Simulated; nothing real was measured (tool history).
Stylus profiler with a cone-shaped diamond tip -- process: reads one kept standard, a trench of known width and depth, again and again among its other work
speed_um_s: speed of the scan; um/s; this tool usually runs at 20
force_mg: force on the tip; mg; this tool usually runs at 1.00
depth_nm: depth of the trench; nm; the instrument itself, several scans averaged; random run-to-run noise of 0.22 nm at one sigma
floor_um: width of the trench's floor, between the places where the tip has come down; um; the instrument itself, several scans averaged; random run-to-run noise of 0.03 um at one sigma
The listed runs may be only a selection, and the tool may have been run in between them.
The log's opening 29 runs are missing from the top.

run 30 day=57.038 | speed_um_s=44 force_mg=1.21 | depth_nm=1012.97 floor_um=12.91
run 31 day=58.775 | speed_um_s=21 force_mg=2.19 | depth_nm=1017.19 floor_um=12.92
run 32 day=59.971 | speed_um_s=49 force_mg=1.88 | depth_nm=1015.92 floor_um=12.82
-- day=60.417 height scale calibrated on a step standard, once more
run 33 day=62.404 | speed_um_s=62 force_mg=1.00 | depth_nm=1006.80 floor_um=12.67
run 34 day=64.988 | speed_um_s=19 force_mg=0.42 | depth_nm=1004.60 floor_um=12.75
run 35 day=66.821 | speed_um_s=6 force_mg=1.25 | depth_nm=1008.44 floor_um=12.87
run 36 day=69.158 | speed_um_s=6 force_mg=0.73 | depth_nm=1006.87 floor_um=12.83
run 37 day=71.583 | speed_um_s=35 force_mg=0.49 | depth_nm=1005.54 floor_um=12.63
run 38 day=72.875 | speed_um_s=34 force_mg=1.14 | depth_nm=1008.10 floor_um=12.67
run 39 day=74.025 | speed_um_s=64 force_mg=1.48 | depth_nm=1010.00 floor_um=12.59
run 40 day=76.054 | speed_um_s=79 force_mg=0.40 | depth_nm=1004.92 floor_um=12.27
run 41 day=78.104 | speed_um_s=5 force_mg=1.70 | depth_nm=1011.41 floor_um=12.65

5 ways to go on from here, each from the tool as it stands after run 41. What would each give?
run A day=79.683 | speed_um_s=77 force_mg=2.03 | depth_nm=? floor_um=?
run B day=79.683 | speed_um_s=20 force_mg=0.64 | depth_nm=? floor_um=?
run C day=79.683 | speed_um_s=51 force_mg=2.08 | depth_nm=? floor_um=?
run D day=79.683 | speed_um_s=59 force_mg=1.70 | depth_nm=? floor_um=?
run E day=79.683 | speed_um_s=20 force_mg=2.94 | depth_nm=? floor_um=?

run=A depth_nm=1012.19 floor_um=12.51
run=B depth_nm=1006.31 floor_um=12.55
run=C depth_nm=1012.31 floor_um=12.55
run=D depth_nm=1011.20 floor_um=12.47
run=E depth_nm=1015.71 floor_um=12.60
Stripped of hidden state, with their random variation kept, the same runs would have yielded:
run=A depth_nm=1010.46 floor_um=15.84
run=B depth_nm=1004.59 floor_um=15.88
run=C depth_nm=1010.58 floor_um=15.88
run=D depth_nm=1009.48 floor_um=15.80
run=E depth_nm=1013.98 floor_um=15.93
